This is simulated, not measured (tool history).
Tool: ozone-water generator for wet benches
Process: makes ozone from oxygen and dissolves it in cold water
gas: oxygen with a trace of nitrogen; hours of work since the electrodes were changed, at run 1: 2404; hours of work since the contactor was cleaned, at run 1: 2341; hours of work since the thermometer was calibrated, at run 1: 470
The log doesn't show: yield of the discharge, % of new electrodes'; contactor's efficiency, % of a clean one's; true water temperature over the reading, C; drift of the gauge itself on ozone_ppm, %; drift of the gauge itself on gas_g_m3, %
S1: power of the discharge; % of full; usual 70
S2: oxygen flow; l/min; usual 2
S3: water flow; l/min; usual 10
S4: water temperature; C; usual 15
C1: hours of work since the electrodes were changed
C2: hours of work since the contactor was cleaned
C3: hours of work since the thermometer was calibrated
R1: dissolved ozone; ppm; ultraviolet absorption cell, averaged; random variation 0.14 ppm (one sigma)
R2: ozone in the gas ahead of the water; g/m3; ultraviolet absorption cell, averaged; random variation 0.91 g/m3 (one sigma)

run	hour	S1	S2	S3	S4	C1	C2	C3	R1	R2
1	0	70	2	10	15	2404	2341	470	15.2	154.1
2	51.1	70	2	10	15	2451	2388	518	15.5	152.8
3	106	70	1.08	10	15	2502	2439	569	14.5	225.9
4	153.8	70	1.08	10	15	2547	2484	613	14.6	225.8
5	183.3	70	1.08	10	15	2574	2511	640	14.6	224.9
6	210.5	70	2	10	15	2599	2536	666	15.3	153.2
7	268.2	70	2	10	15	2653	2590	719	15.2	153
8	311.8	70	2	10	15	2693	2630	760	15.4	155
9	349.2	70	2	7	15	2728	2665	794	20.1	155.4
10	392.6	70	2	7	15	2768	2705	835	20.1	155.8
11	441.3	70	2	7	15	2813	2751	880	20.4	157.1
12	486.7	70	2	7	15	2856	2793	922	20.1	156.6
13	533.4	41	2.44	7	12	2899	2836	965	15.6	102.3
14	579.6	41	2.44	7	12	2942	2879	1008	15.3	103.4
15	621.4	82	2.9	10	9	2981	2918	1047	18.1	137.2
# hour 641.1: gauge calibrated
16	675.3	82	1.05	13	9	3031	2968	1097	12.7	251.1
17	723.9	82	3.27	13	9	3076	3013	1142	14.6	123.1
18	765	82	1.34	13	11	3114	3051	1180	13.3	216.4
19	791.4	82	1.34	13	11	3138	3076	1205	13.3	216.6

The next listed run, before its measurement:
20	817.5	56	1.43	10	15	3163	3100	1229	?	?

{"run 20": {"R1": 13.2, "R2": 167.2}}
Without the tool's hidden state the same run would have given R1 13.3 ppm, R2 166.1 g/m3.
